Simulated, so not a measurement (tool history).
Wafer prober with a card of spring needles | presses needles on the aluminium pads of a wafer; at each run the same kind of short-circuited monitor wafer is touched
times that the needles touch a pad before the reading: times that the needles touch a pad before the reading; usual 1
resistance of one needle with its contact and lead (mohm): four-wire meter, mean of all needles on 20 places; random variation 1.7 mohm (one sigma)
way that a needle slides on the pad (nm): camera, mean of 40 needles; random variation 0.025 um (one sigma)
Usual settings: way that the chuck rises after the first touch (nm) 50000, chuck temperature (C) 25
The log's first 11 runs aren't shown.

run     day  way that the chuck rises after the first touch (nm)  chuck temperature (C)  times that the needles touch a pad before the reading  touches since the tips were cleaned  cleanings since the card got new needles  touches since the first contact's height was set  resistance of one needle with its contact and lead (mohm)  way that a needle slides on the pad (nm)
      4.583  -- tips cleaned on abrasive film
 12   4.725                                                38000                     25                                                      1                                  882                                         8                                             63314                                                        181                                      5040
 13   5.038                                                38000                     25                                                      1                                 2815                                         8                                             65247                                                        178                                      5000
 14   5.338                                                50000                     69                                                      1                                 4665                                         8                                             67097                                                        180                                      6630
      5.750  -- tips cleaned on abrasive film
 15   5.750                                                50000                     69                                                      1                                    0                                         9                                             69640                                                        183                                      6620
 16   6.108                                                50000                     25                                                      3                                 2222                                         9                                             71862                                                        173                                      6610
 17   6.417                                                50000                     54                                                      3                                 4143                                         9                                             73783                                                        180                                      6620
 18   6.762                                                67000                    104                                                      2                                 6283                                         9                                             75923                                                        181                                      8880
      6.921  -- tips cleaned on abrasive film
 19   7.200                                                67000                    104                                                      2                                 1725                                        10                                             78612                                                        181                                      8910
 20   7.621                                                50000                     30                                                      1                                 4344                                        10                                             81231                                                        170                                      6610
 21   7.904                                                50000                    113                                                      1                                 6103                                        10                                             82990                                                        190                                      6630
      8.108  -- tips cleaned on abrasive film
 22   8.412                                                37000                     54                                                      1                                 1904                                        11                                             86124                                                        186                                      4910
 23   8.912                                                64000                     25                                                      1                                 5007                                        11                                             89227                                                        165                                      8580
      9.288  -- tips cleaned on abrasive film
 24   9.400                                                64000                     25                                                      1                                  718                                        12                                             92227                                                        166                                      8580
 25   9.962                                                45000                     25                                                      1                                 4206                                        12                                             95715                                                        171                                      6000
 26  10.342                                                45000                     25                                                      1                                 6555                                        12                                             98064                                                        172                                      6040
     10.483  -- tips cleaned on abrasive film
 27  10.925                                                45000                     25                                                      1                                 2743                                        13                                            101657                                                        174                                      6030
     11.125  -- gauge calibrated
 28  11.204                                                49000                     54                                                      2                                 4468                                        13                                            103382                                                        179                                      6400
 29  11.596                                                36000                     43                                                      3                                 6898                                        13                                            105812                                                        185                                      4740
     11.646  -- tips cleaned on abrasive film
 30  11.917                                                50000                     71                                                      1                                 1677                                        14                                            107785                                                        181                                      6540
 31  12.229                                                50000                     71                                                      1                                 3616                                        14                                            109724                                                        177                                      6480
 32  12.746                                                50000                     71                                                      1                                 6824                                        14                                            112932                                                        180                                      6570
     12.812  -- tips cleaned on abrasive film
 33  13.250                                                54000                     34                                                      2                                 2725                                        15                                            116039                                                        172                                      7060

The next listed run, before its measurement:
 34  13.804                                                54000                     27                                                      2                                 6147                                        15                                            119461                                                          ?                                         ?

Run 34 gave resistance of one needle with its contact and lead (mohm) 172, way that a needle slides on the pad (nm) 7090.
Without the tool's hidden state the same run would have given resistance of one needle with its contact and lead (mohm) 172, way that a needle slides on the pad (nm) 7050.
